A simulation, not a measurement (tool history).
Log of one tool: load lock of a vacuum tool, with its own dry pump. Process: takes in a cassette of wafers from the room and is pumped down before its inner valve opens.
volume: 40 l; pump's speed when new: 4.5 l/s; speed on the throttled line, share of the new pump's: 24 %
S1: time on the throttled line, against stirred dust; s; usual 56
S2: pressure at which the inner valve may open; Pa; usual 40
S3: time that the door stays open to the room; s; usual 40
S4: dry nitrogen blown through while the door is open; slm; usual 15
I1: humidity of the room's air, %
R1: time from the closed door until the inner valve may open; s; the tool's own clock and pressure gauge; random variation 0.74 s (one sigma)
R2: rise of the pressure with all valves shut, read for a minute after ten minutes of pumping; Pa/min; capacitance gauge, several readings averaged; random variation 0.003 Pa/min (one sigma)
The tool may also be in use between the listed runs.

Run 1, hour 0: usual settings; I1 46.3. Result: R1 122.7 s, R2 0.067 Pa/min.
Run 2, hour 91.3: usual settings but S2 29 Pa; I1 47.6. Result: R1 125.6 s, R2 0.07 Pa/min.
Run 3, hour 150.4: usual settings but S2 29 Pa; I1 44.3. Result: R1 125.3 s, R2 0.072 Pa/min.
Run 4, hour 283.3: usual settings but S3 29 s; I1 44.9. Result: R1 122.4 s, R2 0.066 Pa/min.
Run 5, hour 376.3: usual settings but S1 50 s; I1 46.2. Result: R1 118.8 s, R2 0.074 Pa/min.
Run 6, hour 448.2: usual settings; I1 46.5. Result: R1 122.7 s, R2 0.073 Pa/min.
Run 7, hour 558.6: usual settings; I1 46. Result: R1 122.6 s, R2 0.08 Pa/min.
Run 8, hour 621.1: usual settings; I1 47.1. Result: R1 123.8 s, R2 0.075 Pa/min.
Run 9, hour 703.6: usual settings; I1 42.3. Result: R1 123.9 s, R2 0.083 Pa/min.
Run 10, hour 800: usual settings; I1 46.7. Result: R1 123.8 s, R2 0.075 Pa/min.
Run 11, hour 860.9: usual settings; I1 44. Result: R1 121.2 s, R2 0.074 Pa/min.
Run 12, hour 985.9: usual settings; I1 46. Result: R1 124.4 s, R2 0.08 Pa/min.
Run 13, hour 1057.4: usual settings; I1 43.3. Result: R1 124.2 s, R2 0.078 Pa/min.
Run 14, hour 1161.3: usual settings; I1 44.4. Result: R1 123.9 s, R2 0.082 Pa/min.
Run 15, hour 1263.9: usual settings but S3 31 s; I1 45.6. Result: R1 123.5 s, R2 0.082 Pa/min.
Run 16, hour 1379.4: usual settings but S1 54 s; I1 45.6. Result: R1 121.4 s, R2 0.088 Pa/min.
Run 17, hour 1499.4: usual settings but S1 54 s; I1 46. Result: R1 122.5 s, R2 0.087 Pa/min.
Run 18, hour 1634.1: usual settings; I1 46.3. Result: R1 122.8 s, R2 0.089 Pa/min.
Run 19, hour 1703.7: usual settings; I1 45.3. Result: R1 124.5 s, R2 0.09 Pa/min.
Run 20, hour 1811.8: usual settings but S1 33 s, S2 36 Pa, S3 218 s, S4 4 slm; I1 44.6. Result: R1 108.3 s, R2 0.171 Pa/min.
Run 21, hour 1938.4: usual settings but S1 36 s, S2 76 Pa, S3 35 s, S4 11 slm; I1 47.1. Result: R1 103.9 s, R2 0.1 Pa/min.
Run 22, hour 2042.8: usual settings but S1 36 s, S2 76 Pa, S3 35 s, S4 11 slm; I1 41.1. Result: R1 102.6 s, R2 0.092 Pa/min.
Run 23, hour 2134.3: usual settings but S1 36 s, S2 76 Pa, S3 35 s, S4 11 slm; I1 45.7. Result: R1 102.7 s, R2 0.099 Pa/min.
Run 24, hour 2241.7: usual settings but S1 41 s, S2 61 Pa, S3 75 s, S4 5 slm; I1 44.7. Result: R1 108.4 s, R2 0.116 Pa/min.
Run 25, hour 2334.1: usual settings but S4 4 slm; I1 43.2. Result: R1 124.9 s, R2 0.106 Pa/min.
Run 26, hour 2456.8: usual settings but S1 46 s, S2 78 Pa, S3 131 s; I1 45.1. Result: R1 110.2 s, R2 0.129 Pa/min.
Run 27, hour 2544.9: usual settings but S1 32 s, S2 31 Pa, S3 131 s; I1 48.3. Result: R1 112 s, R2 0.132 Pa/min.
Run 28, hour 2613: usual settings but S1 29 s, S2 75 Pa, S3 122 s, S4 40 slm; I1 47.2. Result: R1 99.5 s, R2 0.116 Pa/min.
Run 29, hour 2750: usual settings but S1 29 s, S2 75 Pa, S3 122 s, S4 40 slm; I1 43.7. Result: R1 99 s, R2 0.109 Pa/min.
Run 30, hour 2825.8: usual settings but S1 48 s; I1 47.7. Result: R1 120.5 s, R2 0.109 Pa/min.
Run 31, hour 2961.3: usual settings but S1 48 s; I1 41.8. Result: R1 119.5 s, R2 0.11 Pa/min.
Run 32, hour 3041: usual settings but S1 48 s, S2 38 Pa, S4 11 slm; I1 44.5. Result: R1 120.9 s, R2 0.107 Pa/min.
Run 33, hour 3129.8: usual settings but S1 48 s, S2 38 Pa, S4 11 slm; I1 43.6. Result: R1 119.4 s, R2 0.119 Pa/min.
Run 34, hour 3190.9: usual settings but S1 29 s, S2 38 Pa, S4 11 slm; I1 45.1. Result: R1 107.2 s, R2 0.115 Pa/min.
Run 35, hour 3277.1: usual settings but S1 99 s, S4 6 slm; I1 44.5. Result: R1 155.2 s, R2 0.114 Pa/min.
Run 36, hour 3332.8: usual settings but S1 38 s, S2 44 Pa, S3 85 s, S4 5 slm; I1 44.4. Result: R1 112.2 s, R2 0.14 Pa/min.
Run 37, hour 3429.7: usual settings but S1 45 s, S2 53 Pa; I1 46.2. Result: R1 115.4 s, R2 0.112 Pa/min.
Run 38, hour 3527.2: usual settings but S3 31 s; I1 44. Result: R1 126.2 s, R2 0.104 Pa/min.

The same runs without the tool's hidden state, with the same run-to-run variation:
The hidden state here: pump's speed, % of a new pump's; leak at the door's seal, Pa l/s; drift of the gauge itself on ready_s, %; drift of the gauge itself on rise_pa_min, %.
run     R1     R2
  1  113.4  0.023
  2  115.8  0.026
  3  115.4  0.025
  4  112.9   0.02
  5  108.9  0.027
  6  113.1  0.024
  7  112.9   0.03
  8  113.9  0.024
  9    114  0.031
 10  113.8  0.022
 11  111.3   0.02
 12  114.1  0.024
 13  113.9  0.022
 14  113.5  0.024
 15  113.1  0.024
 16  110.9  0.028
 17  111.8  0.026
 18  112.2  0.025
 19  113.6  0.025
 20   96.2  0.105
 21     93  0.033
 22   91.7  0.023
 23   91.7  0.029
 24   97.2  0.044
 25  113.4  0.033
 26   99.4  0.055
 27   98.6  0.058
 28   87.6  0.039
 29   87.1   0.03
 30  108.2  0.029
 31  107.1  0.028
 32  108.3  0.026
 33  106.8  0.034
 34   93.5   0.03
 35  145.2  0.027
 36     99  0.054
 37  102.8  0.024
 38  113.6  0.014

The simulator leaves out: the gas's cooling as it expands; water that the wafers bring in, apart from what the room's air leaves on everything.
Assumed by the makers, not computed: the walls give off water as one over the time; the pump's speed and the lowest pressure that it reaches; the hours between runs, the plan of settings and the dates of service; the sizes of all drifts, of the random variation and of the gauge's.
